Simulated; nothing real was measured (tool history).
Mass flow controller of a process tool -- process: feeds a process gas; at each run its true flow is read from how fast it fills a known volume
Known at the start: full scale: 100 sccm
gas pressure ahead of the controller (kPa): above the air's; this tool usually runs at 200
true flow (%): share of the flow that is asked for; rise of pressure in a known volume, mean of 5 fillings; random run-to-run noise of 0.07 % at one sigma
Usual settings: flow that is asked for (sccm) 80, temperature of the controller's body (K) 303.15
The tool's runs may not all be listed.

run,hour,flow that is asked for (sccm),gas pressure ahead of the controller (kPa),temperature of the controller's body (K),true flow (%)
1,0,80,200,303.15,96.91
2,102.2,80,200,303.15,96.98
3,195,80,200,293.15,97.98
4,290.6,80,200,293.15,97.95
5,378.8,80,200,303.15,96.65
6,437.5,80,200,303.15,96.57
7,500.6,80,200,297.15,97.41
8,585.3,80,200,297.15,97.27
9,688.1,80,200,297.15,97.06
10,744.1,80,200,297.15,97.04
11,824,80,200,303.15,96.25
12,902.3,80,200,303.15,96.2
13,1001.3,80,200,303.15,96.06
14,1062.4,80,200,303.15,95.96
15,1178.5,80,200,303.15,95.99
16,1253.6,80,150,303.15,96.11
17,1345.9,15,200,303.15,90.86
18,1439.4,15,200,303.15,90.96
19,1486.7,15,200,303.15,90.89
20,1534.9,15,200,303.15,90.72
21,1596.3,80,200,301.15,96.02
22,1666.9,80,200,303.15,95.61
23,1734.9,80,200,303.15,95.5
# hour 1742.8: controller's zero set anew
24,1810.6,37,200,303.15,92.35
25,1896.5,91,200,299.15,95.82
26,1973,91,200,299.15,95.71
27,2023.7,91,200,299.15,95.75
28,2116.5,91,200,299.15,95.71
# hour 2164.5: controller's zero set anew, once more
29,2165.3,73,202,308.15,95.16
30,2243.6,28,200,297.15,94.83
31,2345.3,28,200,297.15,94.64
32,2450.8,58,256,310.15,93.97
33,2525.6,80,261,304.15,95.22
34,2627.5,28,261,304.15,93.27
35,2707.9,25,200,312.15,92.39
36,2777.9,25,200,312.15,92.36
37,2856.5,25,200,312.15,92.25
38,2907.5,58,260,307.15,93.75
39,3001.7,80,268,304.15,94.8
40,3065,19,268,294.15,93.31
41,3124.5,19,268,294.15,93.21
42,3199.3,61,241,312.15,93.15
43,3288.3,43,200,299.15,94.04
44,3402,29,178,307.15,92.43
45,3475.7,29,178,307.15,92.18
46,3530.2,11,180,301.15,90.68
47,3590.7,20,204,310.15,90.83

Branching from run 47: 3 alternative next runs. What would each branch give?
A,3668.9,20,204,299.15,?
B,3668.9,17,164,300.15,?
C,3668.9,20,204,304.15,?

run,true flow (%)
A,92.11
B,91.79
C,91.42
What these runs would have given with no unlogged condition in the tool:
run,true flow (%)
A,97.56
B,97.51
C,96.88

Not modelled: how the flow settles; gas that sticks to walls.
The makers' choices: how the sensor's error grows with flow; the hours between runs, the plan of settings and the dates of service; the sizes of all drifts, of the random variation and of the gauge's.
